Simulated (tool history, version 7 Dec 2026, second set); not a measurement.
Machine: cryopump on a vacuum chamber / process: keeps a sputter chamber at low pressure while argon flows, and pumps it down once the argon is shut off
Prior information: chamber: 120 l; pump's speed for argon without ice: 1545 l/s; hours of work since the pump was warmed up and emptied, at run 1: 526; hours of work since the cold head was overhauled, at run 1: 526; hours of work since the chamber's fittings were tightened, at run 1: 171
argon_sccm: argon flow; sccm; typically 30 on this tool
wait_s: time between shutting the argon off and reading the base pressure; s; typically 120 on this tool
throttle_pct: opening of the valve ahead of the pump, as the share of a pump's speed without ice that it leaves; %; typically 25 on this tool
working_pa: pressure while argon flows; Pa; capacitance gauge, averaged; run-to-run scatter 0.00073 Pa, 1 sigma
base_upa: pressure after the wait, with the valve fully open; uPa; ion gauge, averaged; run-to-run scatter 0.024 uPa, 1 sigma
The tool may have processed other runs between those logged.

| run | hour | argon_sccm | wait_s | throttle_pct | hours of work since the pump was warmed up and emptied | hours of work since the cold head was overhauled | hours of work since the chamber's fittings were tightened | working_pa | base_upa |
|---|---|---|---|---|---|---|---|---|---|
| 1 | 0 | 30 | 120 | 25 | 526 | 526 | 171 | 0.1397 | 1.1 |
| 2 | 77.8 | 30 | 120 | 25 | 566 | 566 | 212 | 0.14 | 1.13 |
|  | 116.6 | pump warmed up, emptied and cooled again |
| 3 | 161.4 | 30 | 120 | 25 | 23 | 607 | 253 | 0.1324 | 1.09 |
| 4 | 247.3 | 30 | 120 | 25 | 68 | 653 | 298 | 0.1337 | 1.14 |
| 5 | 335.8 | 30 | 120 | 25 | 115 | 699 | 345 | 0.1324 | 1.12 |
| 6 | 381.3 | 30 | 120 | 25 | 139 | 723 | 368 | 0.1344 | 1.14 |
| 7 | 431.9 | 30 | 120 | 25 | 165 | 749 | 395 | 0.1341 | 1.19 |
| 8 | 493.8 | 30 | 120 | 25 | 198 | 782 | 427 | 0.1335 | 1.25 |
| 9 | 559 | 30 | 244 | 25 | 232 | 816 | 462 | 0.1351 | 0.96 |
| 10 | 617.8 | 30 | 244 | 25 | 263 | 847 | 492 | 0.1366 | 1.01 |
| 11 | 694.2 | 30 | 244 | 25 | 303 | 887 | 532 | 0.1364 | 0.95 |
| 12 | 784.4 | 30 | 120 | 25 | 350 | 934 | 580 | 0.1372 | 1.4 |
| 13 | 859.3 | 30 | 120 | 25 | 389 | 973 | 619 | 0.1382 | 1.43 |
| 14 | 928.3 | 30 | 120 | 25 | 425 | 1009 | 655 | 0.1382 | 1.5 |
| 15 | 991 | 30 | 120 | 25 | 458 | 1042 | 688 | 0.1392 | 1.52 |
| 16 | 1083.3 | 30 | 120 | 25 | 507 | 1091 | 736 | 0.1385 | 1.6 |
| 17 | 1159.5 | 19 | 120 | 25 | 547 | 1131 | 776 | 0.088 | 1.59 |
| 18 | 1208.2 | 42 | 20 | 27 | 572 | 1156 | 802 | 0.1833 | 4.87 |
|  | 1237.1 | pump warmed up, emptied and cooled again |
| 19 | 1252.5 | 42 | 20 | 27 | 8 | 1177 | 822 | 0.1728 | 4.65 |
| 20 | 1316.2 | 42 | 20 | 27 | 41 | 1210 | 856 | 0.1725 | 4.76 |
| 21 | 1404.1 | 48 | 25 | 25 | 88 | 1256 | 902 | 0.2127 | 4 |
| 22 | 1482.5 | 36 | 120 | 25 | 129 | 1297 | 943 | 0.1603 | 1.62 |
| 23 | 1574.4 | 27 | 120 | 25 | 177 | 1345 | 991 | 0.1203 | 1.79 |
| 24 | 1649.7 | 27 | 120 | 25 | 216 | 1385 | 1031 | 0.1211 | 1.74 |
| 25 | 1722.3 | 30 | 120 | 59 | 254 | 1423 | 1069 | 0.06 | 1.73 |
| 26 | 1792.9 | 30 | 120 | 59 | 291 | 1460 | 1106 | 0.06 | 1.81 |
| 27 | 1838.6 | 51 | 132 | 38 | 315 | 1484 | 1130 | 0.1552 | 1.8 |
| 28 | 1923.8 | 51 | 132 | 38 | 360 | 1529 | 1174 | 0.1574 | 1.85 |
| 29 | 1990.1 | 51 | 132 | 38 | 395 | 1563 | 1209 | 0.158 | 1.96 |
| 30 | 2054.4 | 35 | 257 | 36 | 428 | 1597 | 1243 | 0.1147 | 1.69 |
| 31 | 2112.7 | 30 | 280 | 27 | 459 | 1628 | 1273 | 0.129 | 1.67 |
| 32 | 2160.2 | 30 | 67 | 25 | 484 | 1652 | 1298 | 0.1399 | 2.61 |
| 33 | 2205.3 | 24 | 281 | 37 | 507 | 1676 | 1322 | 0.0771 | 1.78 |

Entry by entry between the runs, the difference in hidden state between the last listed run before and the first listed run after:
Logged between run 2 and run 3: pump warmed up, emptied and cooled again (hour 116.6)
  pump's speed, % of a pump's without ice: 80.4 -> 98.9; cold plate's temperature, K: 12.65 -> 12.67; leak into the chamber, uPa l/s: 582 -> 631
  measured result minus the result with no hidden state, working_pa: +0.0085 -> +0.0009 Pa; base_upa: +0.28 -> +0.22 uPa
Logged between run 18 and run 19: pump warmed up, emptied and cooled again (hour 1237.1)
  pump's speed, % of a pump's without ice: 79.3 -> 99.3; cold plate's temperature, K: 12.92 -> 12.93; leak into the chamber, uPa l/s: 1265 -> 1286
  measured result minus the result with no hidden state, working_pa: +0.0131 -> +0.0012 Pa; base_upa: +0.87 -> +0.66 uPa
